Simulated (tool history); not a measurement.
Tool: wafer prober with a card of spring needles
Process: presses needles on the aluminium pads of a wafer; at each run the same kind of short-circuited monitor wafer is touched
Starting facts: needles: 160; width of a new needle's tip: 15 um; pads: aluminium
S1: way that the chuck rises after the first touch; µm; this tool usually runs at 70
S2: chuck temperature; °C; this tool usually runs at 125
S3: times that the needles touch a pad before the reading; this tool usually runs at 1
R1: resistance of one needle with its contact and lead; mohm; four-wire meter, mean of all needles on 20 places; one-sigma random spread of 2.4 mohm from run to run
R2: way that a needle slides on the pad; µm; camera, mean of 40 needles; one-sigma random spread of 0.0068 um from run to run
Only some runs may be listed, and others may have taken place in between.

run,day,S1,S2,S3,R1,R2
1,0,70,125,1,274,10.721
# day 0.446: tips cleaned on abrasive film
2,0.629,70,125,1,273,10.7
# day 0.992: tips cleaned on abrasive film
3,1.254,88,125,1,272,13.468
# day 1.5: tips cleaned on abrasive film
4,1.646,88,125,1,276,13.457
# day 2.017: tips cleaned on abrasive film
5,2.212,88,125,1,272,13.45
# day 2.521: tips cleaned on abrasive film
6,2.683,70,125,1,276,10.697
# day 3.075: tips cleaned on abrasive film
# day 3.588: tips cleaned on abrasive film
7,3.638,70,125,1,274,10.677
8,4.054,70,125,1,275,10.672
# day 4.146: tips cleaned on abrasive film
9,4.458,70,125,1,276,10.667
# day 4.667: tips cleaned on abrasive film
10,4.888,70,125,1,279,10.654
# day 5.179: tips cleaned on abrasive film
# day 5.708: tips cleaned on abrasive film
11,5.742,70,125,1,272,10.662
# day 6.238: tips cleaned on abrasive film
12,6.471,70,125,1,278,10.651
# day 6.75: tips cleaned on abrasive film
13,7.017,69,125,1,275,10.489
# day 7.288: tips cleaned on abrasive film
# day 7.825: tips cleaned on abrasive film
14,7.912,69,125,1,277,10.475
# day 8.35: tips cleaned on abrasive film
15,8.7,79,125,1,272,11.971
# day 8.767: height of the first contact set anew
# day 8.9: tips cleaned on abrasive film
# day 9.438: tips cleaned on abrasive film
16,9.612,70,125,1,271,10.614
# day 9.942: tips cleaned on abrasive film
17,10.342,70,125,2,276,10.604
# day 10.492: tips cleaned on abrasive film
# day 11.025: tips cleaned on abrasive film
18,11.075,70,125,2,280,10.588
19,11.5,70,125,2,277,10.588
# day 11.579: tips cleaned on abrasive film
# day 12.108: tips cleaned on abrasive film
20,12.3,63,125,1,276,9.523
# day 12.658: tips cleaned on abrasive film
21,12.75,67,37,1,256,10.126
# day 13.2: tips cleaned on abrasive film
22,13.454,76,38,2,251,11.469
# day 13.754: tips cleaned on abrasive film
23,14.117,70,28,1,245,10.553
# day 14.25: tips cleaned on abrasive film
# day 14.754: tips cleaned on abrasive film
24,15.046,62,31,1,254,9.334
# day 15.3: tips cleaned on abrasive film
25,15.496,65,61,1,258,9.776
# day 15.829: tips cleaned on abrasive film
26,16.042,65,61,1,257,9.771
# day 16.358: tips cleaned on abrasive film
27,16.754,56,37,1,253,8.421
# day 16.888: tips cleaned on abrasive film
28,17.267,56,72,2,260,8.406
# day 17.433: tips cleaned on abrasive film
29,17.867,56,72,2,267,8.406
# day 17.938: tips cleaned on abrasive film
# day 18.433: tips cleaned on abrasive film
# day 18.575: height of the first contact set anew
30,18.721,86,30,1,246,12.888
# day 18.996: tips cleaned on abrasive film
31,19.262,84,36,2,248,12.6

Alternative continuations, all from the tool just after run 31; predict every row:
# day 19.5: tips cleaned on abrasive film
A,19.704,53,35,1,?,?
# day 19.5: tips cleaned on abrasive film
B,19.704,63,89,2,?,?
# day 19.5: tips cleaned on abrasive film
C,19.704,75,38,2,?,?

run,R1,R2
A,253,7.929
B,268,9.437
C,249,11.232
What these runs would have given with no unlogged condition in the tool:
run,R1,R2
A,252,8.114
B,267,9.657
C,249,11.493

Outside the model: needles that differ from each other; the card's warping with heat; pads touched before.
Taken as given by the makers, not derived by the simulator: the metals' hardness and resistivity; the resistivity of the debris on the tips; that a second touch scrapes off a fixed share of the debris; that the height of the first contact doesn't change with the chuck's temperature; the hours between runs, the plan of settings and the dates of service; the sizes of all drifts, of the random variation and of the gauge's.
